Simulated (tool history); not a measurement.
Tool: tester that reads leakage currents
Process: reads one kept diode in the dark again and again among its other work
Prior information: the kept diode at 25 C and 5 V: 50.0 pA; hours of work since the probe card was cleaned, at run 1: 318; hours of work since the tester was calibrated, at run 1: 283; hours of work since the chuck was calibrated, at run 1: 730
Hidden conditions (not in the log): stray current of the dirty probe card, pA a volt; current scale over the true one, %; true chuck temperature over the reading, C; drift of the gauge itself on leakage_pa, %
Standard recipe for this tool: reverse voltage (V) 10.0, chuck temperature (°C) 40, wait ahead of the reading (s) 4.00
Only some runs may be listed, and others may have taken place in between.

| run | hour | reverse voltage (V) | chuck temperature (°C) | wait ahead of the reading (s) | hours of work since the probe card was cleaned | hours of work since the tester was calibrated | hours of work since the chuck was calibrated | current that the tester gives (pA) |
|---|---|---|---|---|---|---|---|---|
| 1 | 0.0 | 10.0 | 40 | 4.00 | 318 | 283 | 730 | 202.83 |
| 2 | 27.6 | 10.0 | 40 | 4.00 | 331 | 295 | 742 | 203.39 |
| 3 | 55.6 | 10.0 | 40 | 4.00 | 343 | 308 | 755 | 203.98 |
| 4 | 86.1 | 10.0 | 40 | 4.00 | 357 | 322 | 769 | 203.95 |
| 5 | 103.2 | 10.0 | 40 | 4.00 | 365 | 329 | 776 | 203.11 |
| 6 | 134.1 | 10.0 | 40 | 4.00 | 379 | 343 | 790 | 202.92 |
| 7 | 148.0 | 10.0 | 40 | 4.00 | 385 | 349 | 797 | 203.25 |
| 8 | 179.2 | 10.0 | 40 | 4.00 | 399 | 363 | 811 | 203.31 |
| 9 | 196.3 | 10.0 | 40 | 4.00 | 407 | 371 | 818 | 204.89 |
|  | 206.5 | chuck's temperature calibrated |
| 10 | 224.8 | 10.0 | 40 | 4.00 | 419 | 383 | 8 | 203.01 |
| 11 | 254.6 | 10.0 | 40 | 4.00 | 432 | 396 | 22 | 204.33 |
| 12 | 273.1 | 10.0 | 58 | 4.00 | 440 | 405 | 30 | 724.32 |
| 13 | 289.6 | 10.0 | 58 | 4.00 | 448 | 412 | 37 | 725.15 |
| 14 | 318.9 | 10.0 | 58 | 4.00 | 461 | 425 | 51 | 727.86 |
| 15 | 337.7 | 10.0 | 58 | 4.00 | 469 | 434 | 59 | 723.21 |
| 16 | 357.4 | 4.8 | 34 | 9.29 | 478 | 443 | 68 | 101.38 |
| 17 | 377.0 | 4.8 | 34 | 9.29 | 487 | 451 | 77 | 101.21 |
| 18 | 395.2 | 3.0 | 34 | 2.45 | 495 | 460 | 85 | 87.12 |
| 19 | 423.8 | 12.6 | 24 | 4.00 | 508 | 472 | 98 | 62.95 |
| 20 | 436.5 | 14.9 | 21 | 2.05 | 514 | 478 | 103 | 52.64 |
| 21 | 461.5 | 1.1 | 33 | 2.02 | 525 | 489 | 115 | 57.94 |
| 22 | 477.2 | 13.4 | 37 | 3.26 | 532 | 496 | 122 | 179.51 |
| 23 | 491.2 | 19.2 | 40 | 0.86 | 538 | 503 | 128 | 255.03 |
| 24 | 521.2 | 3.4 | 57 | 8.72 | 552 | 516 | 142 | 473.54 |
| 25 | 535.8 | 3.4 | 57 | 8.72 | 558 | 523 | 148 | 473.89 |
| 26 | 557.3 | 1.0 | 40 | 0.59 | 568 | 532 | 158 | 96.13 |
| 27 | 570.6 | 1.0 | 40 | 0.59 | 574 | 538 | 164 | 95.59 |
| 28 | 584.4 | 10.0 | 40 | 1.00 | 580 | 545 | 170 | 205.70 |
| 29 | 608.4 | 15.9 | 35 | 5.22 | 591 | 555 | 181 | 162.09 |
| 30 | 629.7 | 18.0 | 23 | 4.00 | 601 | 565 | 190 | 65.76 |

Here are 4 independent what-if runs from the current tool condition. What would each one return?
| A | 646.4 | 17.9 | 23 | 4.00 | 608 | 573 | 198 | ? |
| B | 646.4 | 18.0 | 28 | 4.00 | 608 | 573 | 198 | ? |
| C | 646.4 | 10.0 | 40 | 0.32 | 608 | 573 | 198 | ? |
| D | 646.4 | 3.6 | 26 | 4.00 | 608 | 573 | 198 | ? |

| run | current that the tester gives (pA) |
|---|---|
| A | 65.61 |
| B | 98.70 |
| C | 208.41 |
| D | 49.22 |
Without the tool's hidden state the same runs would have given:
| run | current that the tester gives (pA) |
|---|---|
| A | 65.57 |
| B | 98.67 |
| C | 208.41 |
| D | 49.22 |
